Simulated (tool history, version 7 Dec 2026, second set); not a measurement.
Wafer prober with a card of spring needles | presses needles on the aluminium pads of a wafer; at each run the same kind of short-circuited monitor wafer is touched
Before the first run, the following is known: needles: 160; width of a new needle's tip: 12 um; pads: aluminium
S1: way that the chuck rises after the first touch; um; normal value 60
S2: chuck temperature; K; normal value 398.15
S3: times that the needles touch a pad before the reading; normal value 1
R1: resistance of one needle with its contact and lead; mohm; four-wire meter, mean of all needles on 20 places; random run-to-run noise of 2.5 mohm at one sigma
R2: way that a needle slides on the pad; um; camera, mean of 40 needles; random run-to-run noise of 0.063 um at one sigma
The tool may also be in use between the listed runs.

Run 1, hour 0: usual settings. Result: R1 310 mohm, R2 11.42 um.
At hour 12.6: tips cleaned on abrasive film.
At hour 32.6: tips cleaned on abrasive film.
Run 2, hour 32.6: usual settings. Result: R1 291 mohm, R2 11.37 um.
At hour 53.5: tips cleaned on abrasive film.
At hour 73.7: tips cleaned on abrasive film.
Run 3, hour 74.7: usual settings. Result: R1 288 mohm, R2 11.26 um.
At hour 92.3: tips cleaned on abrasive film.
Run 4, hour 108.9: usual settings. Result: R1 327 mohm, R2 11.2 um.
At hour 113.3: tips cleaned on abrasive film.
At hour 134.7: tips cleaned on abrasive film.
Run 5, hour 149.2: usual settings but S1 70 um. Result: R1 315 mohm, R2 13.11 um.
At hour 153.2: tips cleaned on abrasive film.
At hour 170.8: tips cleaned on abrasive film.
At hour 191.3: tips cleaned on abrasive film.
At hour 212.6: tips cleaned on abrasive film.
Run 6, hour 226.3: usual settings but S1 70 um. Result: R1 314 mohm, R2 13.07 um.

The next listed run, before its measurement:
At hour 230.8: tips cleaned on abrasive film.
At hour 252.3: tips cleaned on abrasive film.
At hour 272.2: tips cleaned on abrasive film.
Run 7, hour 272.2: usual settings but S1 70 um, S2 350.15 K, S3 2. Result: R1 ?, R2 ?.

Logged for run 7: R1 273 mohm, R2 13.07 um.
Without the tool's hidden state the same run would have given R1 267 mohm, R2 13.51 um.
